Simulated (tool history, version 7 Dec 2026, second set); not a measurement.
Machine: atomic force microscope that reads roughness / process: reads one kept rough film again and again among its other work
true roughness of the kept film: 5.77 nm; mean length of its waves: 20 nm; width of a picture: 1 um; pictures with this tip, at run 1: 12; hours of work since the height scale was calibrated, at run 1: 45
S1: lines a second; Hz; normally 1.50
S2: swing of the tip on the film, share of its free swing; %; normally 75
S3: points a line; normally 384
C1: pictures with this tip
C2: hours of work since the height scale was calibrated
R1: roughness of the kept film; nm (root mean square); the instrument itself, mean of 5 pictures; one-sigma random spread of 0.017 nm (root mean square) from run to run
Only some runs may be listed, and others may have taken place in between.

| run | hour | S1 | S2 | S3 | C1 | C2 | R1 |
|---|---|---|---|---|---|---|---|
| 1 | 0.0 | 1.50 | 75 | 384 | 12 | 45 | 4.060 |
| 2 | 5.1 | 1.50 | 59 | 384 | 17 | 48 | 4.273 |
| 3 | 11.5 | 1.50 | 59 | 384 | 24 | 52 | 4.275 |
| 4 | 17.7 | 1.50 | 59 | 384 | 31 | 55 | 4.288 |
| 5 | 24.4 | 1.50 | 59 | 384 | 38 | 59 | 4.283 |
| 6 | 28.8 | 1.50 | 59 | 384 | 43 | 61 | 4.291 |
| 7 | 34.9 | 1.50 | 59 | 384 | 50 | 64 | 4.263 |
| 8 | 41.6 | 1.50 | 64 | 384 | 57 | 68 | 4.193 |
| 9 | 47.8 | 0.53 | 75 | 384 | 64 | 71 | 4.262 |
| 10 | 54.9 | 0.53 | 75 | 384 | 71 | 75 | 4.243 |
| 11 | 62.7 | 0.80 | 75 | 384 | 80 | 80 | 4.169 |
|  | 66.9 | new tip fitted |
| 12 | 70.9 | 0.80 | 75 | 384 | 4 | 84 | 4.193 |
| 13 | 77.8 | 1.50 | 75 | 384 | 11 | 87 | 4.051 |
| 14 | 85.2 | 1.50 | 75 | 384 | 19 | 91 | 4.037 |
| 15 | 92.1 | 1.50 | 69 | 384 | 27 | 95 | 4.161 |
| 16 | 96.9 | 1.50 | 69 | 384 | 32 | 98 | 4.134 |
| 17 | 101.2 | 1.50 | 69 | 453 | 37 | 100 | 4.157 |
| 18 | 107.1 | 1.50 | 69 | 453 | 43 | 103 | 4.200 |
| 19 | 114.4 | 1.50 | 69 | 458 | 51 | 107 | 4.185 |
| 20 | 121.6 | 1.50 | 69 | 458 | 59 | 111 | 4.155 |
| 21 | 128.1 | 1.50 | 69 | 458 | 66 | 115 | 4.144 |
| 22 | 135.1 | 1.50 | 75 | 384 | 73 | 119 | 4.027 |
| 23 | 143.5 | 1.50 | 75 | 384 | 83 | 123 | 4.034 |
|  | 145.4 | new tip fitted |
| 24 | 150.2 | 2.39 | 75 | 385 | 5 | 127 | 3.883 |
| 25 | 158.7 | 1.19 | 75 | 476 | 14 | 131 | 4.146 |
| 26 | 164.4 | 1.19 | 58 | 433 | 21 | 134 | 4.322 |
| 27 | 172.2 | 1.13 | 75 | 384 | 29 | 139 | 4.122 |
| 28 | 177.4 | 0.90 | 63 | 384 | 35 | 141 | 4.271 |
| 29 | 184.2 | 0.80 | 87 | 272 | 42 | 145 | 3.991 |
| 30 | 191.9 | 1.37 | 75 | 384 | 50 | 149 | 4.080 |
| 31 | 197.5 | 1.37 | 75 | 384 | 56 | 152 | 4.074 |
| 32 | 206.6 | 1.42 | 78 | 398 | 66 | 157 | 4.015 |
| 33 | 214.0 | 1.42 | 78 | 398 | 74 | 161 | 3.988 |
|  | 223.2 | new tip fitted |
| 34 | 223.4 | 0.54 | 80 | 331 | 0 | 166 | 4.212 |
| 35 | 231.9 | 0.58 | 75 | 277 | 9 | 171 | 4.192 |
| 36 | 240.4 | 2.95 | 58 | 277 | 18 | 175 | 4.094 |
| 37 | 247.7 | 1.50 | 83 | 384 | 26 | 179 | 3.894 |
| 38 | 251.7 | 2.24 | 78 | 384 | 31 | 182 | 3.813 |
| 39 | 256.4 | 1.50 | 66 | 384 | 36 | 184 | 4.185 |
| 40 | 264.7 | 1.50 | 89 | 591 | 44 | 189 | 3.757 |
| 41 | 269.0 | 1.50 | 89 | 591 | 49 | 191 | 3.767 |
| 42 | 276.8 | 2.66 | 73 | 390 | 58 | 195 | 3.864 |
| 43 | 283.6 | 2.66 | 73 | 390 | 65 | 199 | 3.828 |
| 44 | 290.8 | 2.66 | 73 | 390 | 73 | 203 | 3.865 |

Alternative continuations, all from the tool just after run 44; predict every row:
| A | 300.4 | 0.87 | 60 | 384 | 83 | 208 | ? |
| B | 300.4 | 0.53 | 60 | 384 | 83 | 208 | ? |
| C | 300.4 | 2.66 | 73 | 609 | 83 | 208 | ? |
| D | 300.4 | 2.66 | 73 | 430 | 83 | 208 | ? |
| E | 300.4 | 0.61 | 66 | 384 | 83 | 208 | ? |

| run | R1 |
|---|---|
| A | 4.342 |
| B | 4.367 |
| C | 3.907 |
| D | 3.880 |
| E | 4.282 |
Without the tool's unlogged condition, the same runs would have read:
| run | R1 |
|---|---|
| A | 4.355 |
| B | 4.380 |
| C | 3.918 |
| D | 3.892 |
| E | 4.294 |

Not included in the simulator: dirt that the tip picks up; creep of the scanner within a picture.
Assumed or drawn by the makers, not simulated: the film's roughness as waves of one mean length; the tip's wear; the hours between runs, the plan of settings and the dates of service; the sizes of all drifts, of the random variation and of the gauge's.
